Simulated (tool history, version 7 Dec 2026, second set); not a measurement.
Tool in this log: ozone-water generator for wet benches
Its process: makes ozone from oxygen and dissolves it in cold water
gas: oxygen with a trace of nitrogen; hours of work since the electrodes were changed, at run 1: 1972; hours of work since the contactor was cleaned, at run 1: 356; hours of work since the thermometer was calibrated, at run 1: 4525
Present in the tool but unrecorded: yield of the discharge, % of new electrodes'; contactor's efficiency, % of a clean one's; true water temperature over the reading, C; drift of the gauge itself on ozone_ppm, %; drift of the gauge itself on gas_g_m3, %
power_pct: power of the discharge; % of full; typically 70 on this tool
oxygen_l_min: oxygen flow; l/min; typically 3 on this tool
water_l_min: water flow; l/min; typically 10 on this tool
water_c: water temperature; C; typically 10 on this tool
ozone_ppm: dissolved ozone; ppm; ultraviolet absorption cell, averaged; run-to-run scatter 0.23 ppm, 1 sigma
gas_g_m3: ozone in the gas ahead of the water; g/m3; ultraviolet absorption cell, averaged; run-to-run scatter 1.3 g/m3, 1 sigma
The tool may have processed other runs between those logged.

run    hour  power_pct  oxygen_l_min  water_l_min  water_c  hours of work since the electrodes were changed  hours of work since the contactor was cleaned  hours of work since the thermometer was calibrated  ozone_ppm  gas_g_m3
  1       0         70             3           10       10                                             1972                                            356                                                4525       33.6     234.8
  2   100.1         70             3           10       10                                             2064                                            448                                                4617       33.7     234.2
  3   210.1         70             3           10       10                                             2165                                            549                                                4718       33.4     232.3
  4   265.3         70          2.04           10       10                                             2216                                            600                                                4769       31.8     276.5
      306.5  -- water thermometer calibrated
  5   370.9         70             3           10       10                                             2313                                            697                                                  59       33.9     231.8
  6   443.9         70             3           10       10                                             2380                                            764                                                 127       33.3     233.2
  7   520.3         70             3           10        9                                             2450                                            834                                                 197       34.5     233.4
  8   639.2         70             3            7        9                                             2560                                            944                                                 306       43.7     232.1
  9   712.8         70             3            7       10                                             2627                                           1012                                                 374         43     232.1
 10   784.8         70             3            7       10                                             2694                                           1078                                                 440       43.2     230.9
 11   867.5         70             3            7       10                                             2770                                           1154                                                 516       42.6     233.5
 12   962.3         70             3            7       10                                             2857                                           1241                                                 604       42.9     232.2
 13  1032.4         41          1.69            7       10                                             2922                                           1306                                                 668       30.1     224.2
 14  1112.6         41          1.69            7       10                                             2995                                           1380                                                 742       29.9     223.8
 15  1194.5         70             3            7        5                                             3071                                           1455                                                 817       46.2     233.1
 16  1273.1         70             3            7        5                                             3143                                           1527                                                 890       46.4     232.5
 17  1355.8         70           3.8            8        5                                             3219                                           1603                                                 966       43.2     208.5
 18    1469         70           3.8            8        5                                             3323                                           1708                                                1070       42.9     209.7
 19  1538.2         99           2.4           10       10                                             3387                                           1771                                                1134       39.6     316.3
 20  1644.7         99           2.4           10       10                                             3485                                           1869                                                1232       39.7     312.4
 21    1723         99           2.4           10       10                                             3557                                           1941                                                1304       39.3       311

Branching from run 21: 5 alternative next runs. What would each branch give?
  A  1843.8         99          3.48            9       10                                             3668                                           2053                                                1415          ?         ?
  B  1843.8         56          2.96           15       10                                             3668                                           2053                                                1415          ?         ?
  C  1843.8         55          2.03           10       10                                             3668                                           2053                                                1415          ?         ?
  D  1843.8         45           2.4            9       10                                             3668                                           2053                                                1415          ?         ?
  E  1843.8         69           2.4           10       10                                             3668                                           2053                                                1415          ?         ?

run  ozone_ppm  gas_g_m3
  A       44.9     262.8
  B       21.4     206.3
  C       27.3     240.6
  D       27.4     199.8
  E       32.3     255.8
With no hidden state in the tool, these same runs would have given:
run  ozone_ppm  gas_g_m3
  A       44.9       263
  B       21.4     206.4
  C       27.4     240.7
  D       27.4     199.9
  E       32.4     255.9
